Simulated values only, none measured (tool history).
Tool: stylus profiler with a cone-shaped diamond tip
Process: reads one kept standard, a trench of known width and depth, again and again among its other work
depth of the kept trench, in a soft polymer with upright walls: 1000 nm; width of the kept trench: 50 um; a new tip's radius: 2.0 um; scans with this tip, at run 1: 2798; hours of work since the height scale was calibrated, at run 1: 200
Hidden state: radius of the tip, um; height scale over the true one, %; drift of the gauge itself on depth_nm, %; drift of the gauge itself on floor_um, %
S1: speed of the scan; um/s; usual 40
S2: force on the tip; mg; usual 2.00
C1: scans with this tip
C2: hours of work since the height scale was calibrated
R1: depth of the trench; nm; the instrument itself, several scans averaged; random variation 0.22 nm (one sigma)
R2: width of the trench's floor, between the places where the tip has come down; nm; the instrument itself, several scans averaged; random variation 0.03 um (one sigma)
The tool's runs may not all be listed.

| run | hour | S1 | S2 | C1 | C2 | R1 | R2 |
|---|---|---|---|---|---|---|---|
| 1 | 0.0 | 40 | 2.00 | 2798 | 200 | 1007.43 | 46000 |
| 2 | 33.3 | 40 | 2.00 | 3026 | 216 | 1007.23 | 46000 |
| 3 | 84.2 | 40 | 1.37 | 3375 | 241 | 1005.06 | 45840 |
| 4 | 131.7 | 40 | 2.00 | 3701 | 265 | 1007.34 | 45980 |
| 5 | 187.7 | 40 | 2.00 | 4085 | 292 | 1007.24 | 45860 |
| 6 | 246.0 | 40 | 2.00 | 4485 | 321 | 1007.30 | 45800 |
| 7 | 275.7 | 40 | 2.00 | 4689 | 335 | 1007.42 | 45760 |
| 8 | 311.4 | 40 | 2.00 | 4934 | 353 | 1007.51 | 45780 |
| 9 | 337.4 | 40 | 2.00 | 5112 | 366 | 1007.55 | 45660 |
| 10 | 397.5 | 40 | 2.00 | 5525 | 395 | 1007.33 | 45590 |
| 11 | 447.2 | 40 | 2.00 | 5866 | 420 | 1007.50 | 45640 |
| 12 | 482.6 | 40 | 2.00 | 6109 | 437 | 1007.30 | 45620 |
| 13 | 514.4 | 40 | 2.00 | 6326 | 453 | 1007.76 | 45570 |
| 14 | 560.6 | 40 | 2.00 | 6644 | 475 | 1007.95 | 45550 |
| 15 | 591.7 | 40 | 2.00 | 6857 | 491 | 1007.76 | 45540 |
| 16 | 617.7 | 40 | 2.00 | 7035 | 503 | 1007.45 | 45480 |
| 17 | 678.3 | 40 | 2.00 | 7451 | 533 | 1007.35 | 45390 |
| 18 | 740.7 | 40 | 2.00 | 7879 | 564 | 1007.59 | 45420 |
| 19 | 799.2 | 23 | 4.19 | 8281 | 592 | 1012.33 | 45590 |
| 20 | 851.4 | 73 | 0.80 | 8639 | 618 | 1004.53 | 44810 |
| 21 | 899.5 | 21 | 0.75 | 8968 | 642 | 1004.31 | 45300 |
| 22 | 960.5 | 19 | 3.55 | 9387 | 671 | 1011.03 | 45450 |
| 23 | 994.9 | 112 | 1.84 | 9623 | 688 | 1007.39 | 44690 |
| 24 | 1042.5 | 13 | 0.75 | 9950 | 712 | 1004.75 | 45320 |
| 25 | 1070.9 | 10 | 1.73 | 10144 | 726 | 1007.18 | 45390 |
| 26 | 1108.0 | 31 | 0.87 | 10399 | 744 | 1004.86 | 45050 |
| 27 | 1154.2 | 31 | 0.87 | 10716 | 767 | 1004.99 | 45040 |
| 28 | 1206.2 | 31 | 0.87 | 11073 | 792 | 1005.00 | 45020 |
| 29 | 1260.7 | 19 | 3.27 | 11446 | 819 | 1011.19 | 45230 |
| 30 | 1314.6 | 13 | 5.61 | 11816 | 845 | 1015.28 | 45240 |
| 31 | 1349.9 | 19 | 2.31 | 12059 | 863 | 1009.17 | 45100 |

The same runs without the tool's hidden state, with the same run-to-run variation:
| run | R1 | R2 |
|---|---|---|
| 1 | 1007.51 | 46270 |
| 2 | 1007.28 | 46300 |
| 3 | 1005.08 | 46180 |
| 4 | 1007.32 | 46370 |
| 5 | 1007.19 | 46290 |
| 6 | 1007.21 | 46280 |
| 7 | 1007.31 | 46270 |
| 8 | 1007.38 | 46310 |
| 9 | 1007.39 | 46220 |
| 10 | 1007.13 | 46190 |
| 11 | 1007.27 | 46280 |
| 12 | 1007.04 | 46300 |
| 13 | 1007.48 | 46260 |
| 14 | 1007.64 | 46280 |
| 15 | 1007.42 | 46300 |
| 16 | 1007.10 | 46260 |
| 17 | 1006.96 | 46210 |
| 18 | 1007.15 | 46300 |
| 19 | 1011.85 | 46510 |
| 20 | 1004.01 | 45760 |
| 21 | 1003.76 | 46280 |
| 22 | 1010.43 | 46480 |
| 23 | 1006.77 | 45750 |
| 24 | 1004.10 | 46410 |
| 25 | 1006.51 | 46500 |
| 26 | 1004.17 | 46180 |
| 27 | 1004.25 | 46210 |
| 28 | 1004.24 | 46220 |
| 29 | 1010.38 | 46470 |
| 30 | 1014.43 | 46510 |
| 31 | 1008.31 | 46400 |
